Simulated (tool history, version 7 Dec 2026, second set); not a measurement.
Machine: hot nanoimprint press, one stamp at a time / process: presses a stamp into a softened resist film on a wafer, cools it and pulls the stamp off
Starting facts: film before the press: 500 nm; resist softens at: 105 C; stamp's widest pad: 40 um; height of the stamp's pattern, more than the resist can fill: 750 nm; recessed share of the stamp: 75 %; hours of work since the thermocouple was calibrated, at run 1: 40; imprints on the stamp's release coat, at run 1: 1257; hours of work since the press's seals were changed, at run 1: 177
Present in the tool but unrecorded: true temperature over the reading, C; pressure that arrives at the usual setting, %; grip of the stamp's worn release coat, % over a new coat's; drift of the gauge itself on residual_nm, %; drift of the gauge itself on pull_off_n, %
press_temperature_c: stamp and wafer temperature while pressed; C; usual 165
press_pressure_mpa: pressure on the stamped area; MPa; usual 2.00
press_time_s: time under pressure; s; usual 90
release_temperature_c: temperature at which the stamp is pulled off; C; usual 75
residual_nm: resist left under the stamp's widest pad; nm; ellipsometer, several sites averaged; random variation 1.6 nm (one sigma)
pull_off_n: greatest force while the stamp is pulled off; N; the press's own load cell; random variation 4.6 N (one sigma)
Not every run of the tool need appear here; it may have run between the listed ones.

run	hour	press_temperature_c	press_pressure_mpa	press_time_s	release_temperature_c	hours of work since the thermocouple was calibrated	imprints on the stamp's release coat	hours of work since the press's seals were changed	residual_nm	pull_off_n
1	0.0	165	2.00	90	75	40	1257	177	253.5	287
2	4.5	165	2.00	90	75	42	1275	179	253.5	306
3	12.7	165	2.00	136	75	47	1307	183	219.8	308
4	18.9	165	2.00	90	75	50	1331	186	254.5	305
5	24.0	165	2.00	90	60	52	1351	188	252.6	406
6	29.3	165	2.00	90	60	55	1372	191	252.4	394
7	39.0	165	1.47	90	63	60	1410	196	300.9	379
# hour 42.6: plate thermocouple calibrated
8	48.6	169	1.39	129	71	3	1436	199	235.7	334
9	54.5	165	2.00	124	78	6	1459	202	231.2	281
10	60.5	161	2.43	57	76	9	1483	205	318.9	307
# hour 68.9: plate thermocouple calibrated, once more
11	72.5	161	2.43	57	76	2	1518	210	303.8	304

Predict each of these 3 candidate next runs independently; none follows another, all start after run 11:
A	80.9	174	1.44	90	76	6	1551	214	?	?
B	80.9	165	2.28	97	77	6	1551	214	?	?
C	80.9	159	1.33	128	75	6	1551	214	?	?

run	residual_nm	pull_off_n
A	199.8	303
B	227.6	299
C	352.3	315
Without the tool's unlogged condition, the same runs would have read:
run	residual_nm	pull_off_n
A	199.2	218
B	226.3	215
C	351.9	227
